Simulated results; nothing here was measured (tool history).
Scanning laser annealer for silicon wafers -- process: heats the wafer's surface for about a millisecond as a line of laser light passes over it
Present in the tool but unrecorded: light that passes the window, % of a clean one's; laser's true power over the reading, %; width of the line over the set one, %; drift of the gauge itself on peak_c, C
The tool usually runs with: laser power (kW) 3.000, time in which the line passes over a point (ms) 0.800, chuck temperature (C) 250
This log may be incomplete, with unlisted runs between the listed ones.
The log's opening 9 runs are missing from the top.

run,hour,laser power (kW),time in which the line passes over a point (ms),chuck temperature (C),hours of work since the window was cleaned,hours of work since the power meter was calibrated,hours of work since the optics were aligned,highest temperature of the surface (C)
10,145.7,3.000,0.800,271,446,287,175,1003
11,166.3,3.000,0.800,250,456,297,186,982
12,184.6,3.183,0.800,250,466,307,195,1028
13,203.0,3.183,0.800,250,476,317,205,1029
14,221.9,3.183,0.800,250,486,327,215,1027
15,236.3,3.183,0.636,250,493,334,223,947
16,249.5,3.000,0.800,250,500,341,230,977
17,267.6,3.000,0.800,250,510,351,239,975
18,288.3,3.000,0.573,250,521,362,250,870
# hour 291.8: window over the wafer cleaned
19,306.1,3.000,0.573,250,8,370,258,858
20,318.4,3.000,0.573,250,14,377,265,853
21,334.5,3.291,0.971,234,23,385,273,1087
22,350.9,3.269,0.620,234,31,394,282,922
23,363.3,3.269,0.620,234,38,400,289,924
24,381.8,2.711,0.788,218,48,410,298,841
# hour 400.9: window over the wafer cleaned, once more
25,400.9,2.711,0.788,218,0,419,307,899
26,413.5,2.899,0.765,229,7,426,314,956
27,424.0,2.877,0.791,250,12,431,320,978
28,438.7,2.725,0.800,269,20,439,327,956
29,461.2,2.725,0.800,269,32,451,339,956
30,477.6,2.725,0.800,269,40,460,348,953
31,488.6,3.000,0.883,255,46,465,354,1054

Run 32 is up next; what results do you expect?
32,509.8,2.878,0.644,255,57,477,365,?

highest temperature of the surface (C): 914
With the hidden condition absent and the run-to-run variation left alone, this run would have shown highest temperature of the surface (C) 928.
